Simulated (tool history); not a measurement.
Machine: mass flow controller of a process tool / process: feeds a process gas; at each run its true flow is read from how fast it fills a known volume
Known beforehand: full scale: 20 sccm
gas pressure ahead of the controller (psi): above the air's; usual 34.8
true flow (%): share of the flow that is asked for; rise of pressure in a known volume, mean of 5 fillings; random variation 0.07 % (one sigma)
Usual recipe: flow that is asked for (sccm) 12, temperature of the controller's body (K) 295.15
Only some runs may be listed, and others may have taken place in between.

run,hour,flow that is asked for (sccm),gas pressure ahead of the controller (psi),temperature of the controller's body (K),true flow (%)
1,0.0,12,34.8,295.15,96.96
2,264.4,12,34.8,295.15,96.92
3,505.4,12,34.8,295.15,96.71
4,815.0,12,34.8,295.15,96.91
5,1050.7,12,34.8,295.15,96.85
6,1316.4,12,34.8,295.15,96.65
7,1512.1,12,34.8,295.15,96.63
8,1798.4,4,34.8,295.15,93.62
9,2015.1,4,27.3,295.15,93.52
# hour 2032.5: controller's zero set anew
10,2295.6,4,27.3,295.15,92.57
11,2453.2,18,22.3,299.15,97.09
12,2632.4,18,22.3,311.15,96.70
13,2795.7,6,34.8,295.15,93.97

Estimate the outcome of run 14 from the log above:
14,3050.2,12,32.5,301.15,?

true flow (%): 95.71
Take away the tool's hidden state, keep the run-to-run variation as it was, and the same run would have given true flow (%) 98.81.
